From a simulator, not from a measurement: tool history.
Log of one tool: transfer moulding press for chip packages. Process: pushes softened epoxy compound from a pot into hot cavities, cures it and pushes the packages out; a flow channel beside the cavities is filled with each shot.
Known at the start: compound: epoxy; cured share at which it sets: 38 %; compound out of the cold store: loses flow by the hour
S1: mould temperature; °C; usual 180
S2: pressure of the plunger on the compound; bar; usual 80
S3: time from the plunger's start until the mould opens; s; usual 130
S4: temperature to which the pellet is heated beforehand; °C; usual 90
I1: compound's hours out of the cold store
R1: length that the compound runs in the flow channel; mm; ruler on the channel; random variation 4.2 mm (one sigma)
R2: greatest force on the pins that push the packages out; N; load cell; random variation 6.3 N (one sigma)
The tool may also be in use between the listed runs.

| run | hour | S1 | S2 | S3 | S4 | I1 | R1 | R2 |
|---|---|---|---|---|---|---|---|---|
| 1 | 0 | 180 | 80 | 130 | 90 | 13.1 | 841 | 235 |
|  | 7.2 | cavities cleaned with cleaning compound and waxed |
|  | 21.1 | plunger's sealing rings changed |
| 2 | 42 | 180 | 80 | 130 | 90 | 10.9 | 834 | 248 |
| 3 | 118.3 | 180 | 80 | 130 | 90 | 22.3 | 812 | 240 |
|  | 135.4 | cavities cleaned with cleaning compound and waxed |
| 4 | 197.8 | 180 | 80 | 130 | 90 | 29.9 | 798 | 237 |
|  | 220.9 | mould's thermocouples calibrated |
|  | 261.2 | cavities cleaned with cleaning compound and waxed |
| 5 | 277.9 | 180 | 80 | 130 | 90 | 22.5 | 822 | 243 |
| 6 | 311.1 | 180 | 80 | 130 | 90 | 24.8 | 805 | 241 |
| 7 | 348.2 | 180 | 80 | 110 | 90 | 30.3 | 795 | 304 |
|  | 382.7 | cavities cleaned with cleaning compound and waxed |
| 8 | 422.1 | 180 | 80 | 110 | 90 | 39.8 | 777 | 291 |
| 9 | 471.2 | 178 | 80 | 130 | 90 | 42.3 | 781 | 256 |
|  | 510.1 | cavities cleaned with cleaning compound and waxed |
| 10 | 527.5 | 178 | 80 | 130 | 90 | 36.4 | 786 | 263 |
| 11 | 585.8 | 180 | 80 | 130 | 96 | 19.5 | 817 | 245 |
|  | 619.7 | plunger's sealing rings changed |
|  | 634.3 | cavities cleaned with cleaning compound and waxed |
| 12 | 661.9 | 180 | 80 | 130 | 96 | 28.9 | 806 | 240 |
| 13 | 708.3 | 180 | 75.1 | 130 | 96 | 24.9 | 779 | 246 |
|  | 757.6 | cavities cleaned with cleaning compound and waxed |
| 14 | 782.5 | 187 | 78.2 | 130 | 90 | 14.4 | 792 | 224 |
| 15 | 841 | 180 | 72.6 | 130 | 92 | 18.2 | 780 | 252 |
|  | 880.4 | cavities cleaned with cleaning compound and waxed |
| 16 | 891.3 | 179 | 70.2 | 142 | 83 | 27.3 | 760 | 244 |
|  | 906.6 | mould's thermocouples calibrated |
| 17 | 939.9 | 179 | 70.2 | 142 | 83 | 24.8 | 757 | 235 |
|  | 1006.4 | cavities cleaned with cleaning compound and waxed |
| 18 | 1015.3 | 182 | 80 | 157 | 90 | 25.1 | 800 | 213 |
| 19 | 1067.2 | 177 | 80 | 122 | 83 | 11.3 | 840 | 298 |
| 20 | 1099.5 | 180 | 80 | 130 | 85 | 12.3 | 833 | 253 |

Forecast each of these 5 alternatives for the next run:
|  | 1128.1 | cavities cleaned with cleaning compound and waxed |
| A | 1162.1 | 180 | 80 | 130 | 95 | 18.9 | ? | ? |
|  | 1128.1 | cavities cleaned with cleaning compound and waxed |
| B | 1162.1 | 180 | 81.1 | 130 | 86 | 12.1 | ? | ? |
|  | 1128.1 | cavities cleaned with cleaning compound and waxed |
| C | 1162.1 | 188 | 80 | 130 | 82 | 45.8 | ? | ? |
|  | 1128.1 | cavities cleaned with cleaning compound and waxed |
| D | 1162.1 | 180 | 87.2 | 124 | 85 | 9.1 | ? | ? |
|  | 1128.1 | cavities cleaned with cleaning compound and waxed |
| E | 1162.1 | 180 | 80 | 130 | 96 | 21.6 | ? | ? |

| run | R1 | R2 |
|---|---|---|
| A | 815 | 239 |
| B | 844 | 248 |
| C | 736 | 228 |
| D | 868 | 254 |
| E | 816 | 239 |
Without the tool's hidden state the same runs would have given:
| run | R1 | R2 |
|---|---|---|
| A | 816 | 238 |
| B | 846 | 247 |
| C | 737 | 226 |
| D | 869 | 253 |
| E | 817 | 238 |

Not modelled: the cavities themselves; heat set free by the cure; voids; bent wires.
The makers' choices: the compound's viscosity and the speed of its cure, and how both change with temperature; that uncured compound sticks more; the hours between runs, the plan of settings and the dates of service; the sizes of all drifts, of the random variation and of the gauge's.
